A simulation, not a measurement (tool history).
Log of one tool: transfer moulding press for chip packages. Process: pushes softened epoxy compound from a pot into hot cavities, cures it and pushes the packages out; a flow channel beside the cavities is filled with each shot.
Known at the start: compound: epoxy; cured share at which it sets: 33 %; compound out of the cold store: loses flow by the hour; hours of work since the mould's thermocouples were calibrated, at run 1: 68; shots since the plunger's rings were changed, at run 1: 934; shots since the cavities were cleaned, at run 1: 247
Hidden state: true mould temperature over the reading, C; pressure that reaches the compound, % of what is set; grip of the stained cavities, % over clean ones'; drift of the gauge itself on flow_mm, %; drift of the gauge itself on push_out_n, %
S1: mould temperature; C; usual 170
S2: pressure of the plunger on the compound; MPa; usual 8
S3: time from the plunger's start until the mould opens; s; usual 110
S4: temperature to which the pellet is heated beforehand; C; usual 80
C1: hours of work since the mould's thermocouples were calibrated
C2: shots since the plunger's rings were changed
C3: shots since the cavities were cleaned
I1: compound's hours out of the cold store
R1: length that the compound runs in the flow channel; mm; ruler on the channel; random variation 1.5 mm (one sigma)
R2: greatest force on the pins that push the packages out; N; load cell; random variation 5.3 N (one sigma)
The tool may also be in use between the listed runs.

run	hour	S1	S2	S3	S4	C1	C2	C3	I1	R1	R2
1	0	170	8	110	80	68	934	247	35.1	898	167
2	6.4	170	8	110	80	71	996	309	38.4	889	168
3	16.3	170	8	110	80	77	1093	406	47.4	866	166
# hour 24.5: cavities cleaned with cleaning compound and waxed
4	27	170	8	110	80	82	1182	24	18	940	176
5	34.8	170	8	110	80	86	1258	100	22.7	930	172
6	39.5	170	8	110	80	89	1305	147	16.1	945	167
7	44.2	170	8	110	80	92	1351	193	27.6	916	163
8	49	170	9.38	110	80	95	1397	239	25.5	998	174
9	53.5	170	9.38	110	80	97	1442	284	19.8	1012	178
10	61.5	170	9.38	110	80	102	1520	362	47.1	942	175
11	69.2	170	8	110	80	106	1595	437	39.4	885	184
# hour 74.3: cavities cleaned with cleaning compound and waxed
12	77	170	8	110	80	110	1657	27	47.1	866	166
13	83	168	8	110	80	113	1715	85	20.6	945	181
14	87.8	163	8	110	80	116	1762	132	11.1	997	252
15	96.4	170	8	110	78	121	1845	215	14.2	953	183
16	101.7	176	10	106	82	124	1897	267	39.8	959	154
17	106.3	176	10	106	82	126	1942	312	28	993	157
18	112.3	167	6.8	148	75	130	2001	371	34.3	841	153
19	117.6	167	7.33	148	72	133	2053	423	18.1	915	160
# hour 124.4: cavities cleaned with cleaning compound and waxed
20	127.7	167	7.33	148	72	138	2137	32	38.9	862	148
21	137	167	7.33	148	72	143	2228	123	20.7	911	158
22	145.8	167	7.33	148	72	148	2313	208	23.3	901	159
23	153.2	169	9.1	110	75	152	2386	281	13.7	1022	188
24	158.3	172	8	110	80	155	2436	331	8.7	959	161
25	167.9	170	7.73	107	80	160	2529	424	42.3	864	176

Hidden state at the last listed run before each entry between runs and at the first one after, where it differs:
Between runs 3 and 4: cavities cleaned with cleaning compound and waxed (hour 24.5)
  grip of the stained cavities, % over clean ones': 1 -> 0.1
Between runs 11 and 12: cavities cleaned with cleaning compound and waxed (hour 74.3)
  grip of the stained cavities, % over clean ones': 1 -> 0.1
Between runs 19 and 20: cavities cleaned with cleaning compound and waxed (hour 124.4)
  grip of the stained cavities, % over clean ones': 0.9 -> 0.1

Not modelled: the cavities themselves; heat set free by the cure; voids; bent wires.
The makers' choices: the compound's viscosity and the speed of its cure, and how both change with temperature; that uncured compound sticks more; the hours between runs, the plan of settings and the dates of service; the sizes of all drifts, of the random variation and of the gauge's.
